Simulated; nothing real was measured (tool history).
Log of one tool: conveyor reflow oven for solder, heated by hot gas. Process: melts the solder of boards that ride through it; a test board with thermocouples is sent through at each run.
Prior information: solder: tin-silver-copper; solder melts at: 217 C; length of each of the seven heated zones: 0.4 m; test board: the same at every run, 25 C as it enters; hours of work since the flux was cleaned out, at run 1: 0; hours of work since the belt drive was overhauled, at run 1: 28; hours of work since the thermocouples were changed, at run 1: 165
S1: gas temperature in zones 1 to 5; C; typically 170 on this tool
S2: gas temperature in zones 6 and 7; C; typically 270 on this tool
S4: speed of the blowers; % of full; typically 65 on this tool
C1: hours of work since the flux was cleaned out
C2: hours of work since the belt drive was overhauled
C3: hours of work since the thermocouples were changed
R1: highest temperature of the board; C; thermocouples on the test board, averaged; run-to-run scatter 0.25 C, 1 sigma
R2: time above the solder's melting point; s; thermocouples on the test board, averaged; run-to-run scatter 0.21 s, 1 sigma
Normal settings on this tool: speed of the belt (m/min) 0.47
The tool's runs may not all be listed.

Run 1, day 0: usual settings; C1 0; C2 28; C3 165. Result: R1 256.6 C, R2 79.2 s.
Run 2, day 2.133: usual settings; C1 23; C2 50; C3 188. Result: R1 256.6 C, R2 79.5 s.
Run 3, day 3.846: usual settings but speed of the belt (m/min) 0.445; C1 41; C2 69; C3 206. Result: R1 257.6 C, R2 85.7 s.
Run 4, day 6.121: usual settings but speed of the belt (m/min) 0.445; C1 65; C2 93; C3 230. Result: R1 257.9 C, R2 85.7 s.
Run 5, day 8.192: usual settings but speed of the belt (m/min) 0.445; C1 88; C2 115; C3 253. Result: R1 257.9 C, R2 85.7 s.
Run 6, day 9.629: usual settings but S4 81 % of full; C1 103; C2 131; C3 268. Result: R1 258.4 C, R2 81.9 s.
Run 7, day 11.025: usual settings but S4 81 % of full; C1 118; C2 146; C3 283. Result: R1 259 C, R2 81.3 s.
Run 8, day 13.025: usual settings but S2 282 C; C1 139; C2 167; C3 304. Result: R1 267.2 C, R2 87.5 s.
Run 9, day 14.475: usual settings but S2 282 C; C1 155; C2 183; C3 320. Result: R1 267.4 C, R2 86.8 s.
Run 10, day 16.458: usual settings but S2 282 C; C1 176; C2 204; C3 341. Result: R1 266.8 C, R2 87.7 s.
Run 11, day 17.783: usual settings but speed of the belt (m/min) 0.44; C1 190; C2 218; C3 355. Result: R1 258.1 C, R2 86.9 s.
Run 12, day 19.571: usual settings but speed of the belt (m/min) 0.44; C1 209; C2 237; C3 374. Result: R1 258.3 C, R2 87.1 s.
Run 13, day 21.333: usual settings but speed of the belt (m/min) 0.44; C1 228; C2 256; C3 393. Result: R1 258.4 C, R2 87.2 s.
Run 14, day 22.4: usual settings but speed of the belt (m/min) 0.44, S4 66 % of full; C1 240; C2 267; C3 405. Result: R1 258.6 C, R2 87.7 s.
Run 15, day 24.475: usual settings but speed of the belt (m/min) 0.5; C1 262; C2 290; C3 427. Result: R1 253.7 C, R2 72.4 s.
Run 16, day 26.383: usual settings but S1 178 C, S2 284 C, speed of the belt (m/min) 0.508, S4 71 % of full; C1 282; C2 310; C3 447. Result: R1 268.5 C, R2 84.8 s.
At day 27.612: flux residue cleaned out of gas plates and filters.
Run 17, day 29.008: usual settings but S1 171 C, S2 262 C, speed of the belt (m/min) 0.448, S4 59 % of full; C1 15; C2 336; C3 473. Result: R1 249.6 C, R2 77.5 s.
Run 18, day 31.154: usual settings but S1 171 C, S2 262 C, speed of the belt (m/min) 0.449, S4 59 % of full; C1 38; C2 359; C3 496. Result: R1 249.8 C, R2 77.3 s.
Run 19, day 32.921: usual settings but S4 53 % of full; C1 57; C2 378; C3 515. Result: R1 254.1 C, R2 76.6 s.
Run 20, day 35: usual settings but S1 165 C; C1 79; C2 400; C3 537. Result: R1 255.1 C, R2 76.6 s.

Run 21 is up next; what results do you expect?
Run 21, day 37.446: usual settings but S1 165 C; C1 105; C2 426; C3 563. Result: R1 ?, R2 ?.

{"run 21": {"R1": 255.3, "R2": 76.6}}
The same run, on a tool lacking any hidden state, would have yielded R1 255.4 C, R2 76.6 s.

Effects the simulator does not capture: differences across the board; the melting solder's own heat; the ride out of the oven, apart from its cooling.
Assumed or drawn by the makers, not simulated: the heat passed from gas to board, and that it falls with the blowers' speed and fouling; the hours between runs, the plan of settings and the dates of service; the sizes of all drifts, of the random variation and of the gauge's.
